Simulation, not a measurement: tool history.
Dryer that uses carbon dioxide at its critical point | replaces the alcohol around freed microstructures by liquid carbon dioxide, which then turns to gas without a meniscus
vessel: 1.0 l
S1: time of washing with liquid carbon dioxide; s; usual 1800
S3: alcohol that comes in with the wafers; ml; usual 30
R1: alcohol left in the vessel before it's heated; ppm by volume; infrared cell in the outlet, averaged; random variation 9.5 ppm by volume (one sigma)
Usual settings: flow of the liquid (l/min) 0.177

Run 1, hour 0: usual settings. Result: R1 712 ppm by volume.
Run 2, hour 44.2: usual settings. Result: R1 744 ppm by volume.
Run 3, hour 70.5: usual settings. Result: R1 767 ppm by volume.
Run 4, hour 100.4: usual settings. Result: R1 779 ppm by volume.
Run 5, hour 149.3: usual settings. Result: R1 833 ppm by volume.
Run 6, hour 174.6: usual settings. Result: R1 853 ppm by volume.
Run 7, hour 200: usual settings. Result: R1 899 ppm by volume.
Run 8, hour 226.3: usual settings. Result: R1 903 ppm by volume.
Run 9, hour 250.8: usual settings but flow of the liquid (l/min) 0.276. Result: R1 262 ppm by volume.
Run 10, hour 272.5: usual settings but flow of the liquid (l/min) 0.276. Result: R1 270 ppm by volume.
At hour 282.8: inlet filter changed.
Run 11, hour 316.9: usual settings but flow of the liquid (l/min) 0.276. Result: R1 230 ppm by volume.
Run 12, hour 337.4: usual settings but S1 1080 s. Result: R1 2925 ppm by volume.
Run 13, hour 380.7: usual settings but flow of the liquid (l/min) 0.132. Result: R1 1748 ppm by volume.
Run 14, hour 401.3: usual settings but flow of the liquid (l/min) 0.132. Result: R1 1778 ppm by volume.
Run 15, hour 435: usual settings but flow of the liquid (l/min) 0.132. Result: R1 1872 ppm by volume.
Run 16, hour 471.7: usual settings but flow of the liquid (l/min) 0.132, S3 31 ml. Result: R1 1913 ppm by volume.
Run 17, hour 504: usual settings but flow of the liquid (l/min) 0.132, S3 31 ml. Result: R1 1979 ppm by volume.
Run 18, hour 542.1: usual settings. Result: R1 908 ppm by volume.
Run 19, hour 587.9: usual settings. Result: R1 915 ppm by volume.
Run 20, hour 632.8: usual settings. Result: R1 976 ppm by volume.
Run 21, hour 666.9: usual settings. Result: R1 1031 ppm by volume.
At hour 708: inlet filter changed.
Run 22, hour 713.3: usual settings but S3 87 ml. Result: R1 1768 ppm by volume.
Run 23, hour 758.4: usual settings but S1 2460 s. Result: R1 410 ppm by volume.
Run 24, hour 802: usual settings. Result: R1 861 ppm by volume.
Run 25, hour 838.3: usual settings. Result: R1 863 ppm by volume.
At hour 852.3: purifier's bed changed.
Run 26, hour 887.5: usual settings but S1 1500 s, flow of the liquid (l/min) 0.11, S3 35 ml. Result: R1 4797 ppm by volume.
Run 27, hour 920.7: usual settings but S1 1500 s, flow of the liquid (l/min) 0.11, S3 35 ml. Result: R1 4818 ppm by volume.
Run 28, hour 965.8: usual settings but S1 1500 s, flow of the liquid (l/min) 0.11, S3 35 ml. Result: R1 4982 ppm by volume.
Run 29, hour 987.8: usual settings but flow of the liquid (l/min) 0.173, S3 91 ml. Result: R1 2360 ppm by volume.
Run 30, hour 1019.9: usual settings but S1 1080 s, flow of the liquid (l/min) 0.153, S3 96 ml. Result: R1 13910 ppm by volume.
Run 31, hour 1054.4: usual settings but S1 1080 s, flow of the liquid (l/min) 0.153, S3 96 ml. Result: R1 14038 ppm by volume.
Run 32, hour 1085.4: usual settings but S1 1860 s, flow of the liquid (l/min) 0.206, S3 24 ml. Result: R1 354 ppm by volume.
Run 33, hour 1118.8: usual settings but S1 2400 s, S3 41 ml. Result: R1 382 ppm by volume.
At hour 1138.4: inlet filter changed.
Run 34, hour 1157.2: usual settings but S1 2100 s, S3 29 ml. Result: R1 358 ppm by volume.
Run 35, hour 1193.6: usual settings but S1 1620 s, flow of the liquid (l/min) 0.164, S3 61 ml. Result: R1 2351 ppm by volume.
Run 36, hour 1217.4: usual settings but S1 2040 s, flow of the liquid (l/min) 0.121, S3 29 ml. Result: R1 1424 ppm by volume.
Run 37, hour 1252.2: usual settings but S1 1560 s, flow of the liquid (l/min) 0.179, S3 21 ml. Result: R1 776 ppm by volume.
Run 38, hour 1275.1: usual settings but S1 1320 s, flow of the liquid (l/min) 0.261, S3 31 ml. Result: R1 590 ppm by volume.
Run 39, hour 1306.5: usual settings but S1 1320 s, flow of the liquid (l/min) 0.261, S3 44 ml. Result: R1 826 ppm by volume.
Run 40, hour 1350.8: usual settings but flow of the liquid (l/min) 0.109, S3 50 ml. Result: R1 4747 ppm by volume.
Run 41, hour 1380.1: usual settings but flow of the liquid (l/min) 0.109, S3 50 ml. Result: R1 4983 ppm by volume.
Run 42, hour 1418.9: usual settings but S1 2220 s, flow of the liquid (l/min) 0.117. Result: R1 1519 ppm by volume.
Run 43, hour 1439.9: usual settings but S1 1740 s, flow of the liquid (l/min) 0.291, S3 26 ml. Result: R1 213 ppm by volume.
Run 44, hour 1463.3: usual settings but S1 1740 s, flow of the liquid (l/min) 0.198, S3 26 ml. Result: R1 636 ppm by volume.
Run 45, hour 1499.9: usual settings but S1 1860 s, flow of the liquid (l/min) 0.19, S3 22 ml. Result: R1 531 ppm by volume.
Run 46, hour 1524.6: usual settings but flow of the liquid (l/min) 0.109, S3 59 ml. Result: R1 6180 ppm by volume.
At hour 1565.2: inlet filter changed.
Run 47, hour 1565.3: usual settings but S1 2340 s, flow of the liquid (l/min) 0.116, S3 59 ml. Result: R1 2013 ppm by volume.
Run 48, hour 1600.3: usual settings but flow of the liquid (l/min) 0.231, S3 38 ml. Result: R1 380 ppm by volume.

Measured less the same run without the tool's hidden state. The same run-to-run variation is in both; the gauge's scatter may not be:
The hidden state here: flow that reaches the vessel past the clogged filter, %; alcohol in the recycled carbon dioxide, ppm; drift of the gauge itself on alcohol_ppm, %.
run     R1
  1   +173
  2   +208
  3   +229
  4   +252
  5   +295
  6   +317
  7   +347
  8   +363
  9   +195
 10   +202
 11   +165
 12   +275
 13   +291
 14   +317
 15   +375
 16   +420
 17   +473
 18   +368
 19   +395
 20   +445
 21   +490
 22   +266
 23   +280
 24   +330
 25   +349
 26   +423
 27   +504
 28   +623
 29   +565
 30  +2038
 31  +2261
 32   +157
 33   +190
 34    +87
 35   +230
 36   +186
 37   +168
 38   +173
 39   +237
 40   +731
 41   +845
 42   +425
 43   +160
 44   +289
 45   +272
 46  +1444
 47   +170
 48   +177

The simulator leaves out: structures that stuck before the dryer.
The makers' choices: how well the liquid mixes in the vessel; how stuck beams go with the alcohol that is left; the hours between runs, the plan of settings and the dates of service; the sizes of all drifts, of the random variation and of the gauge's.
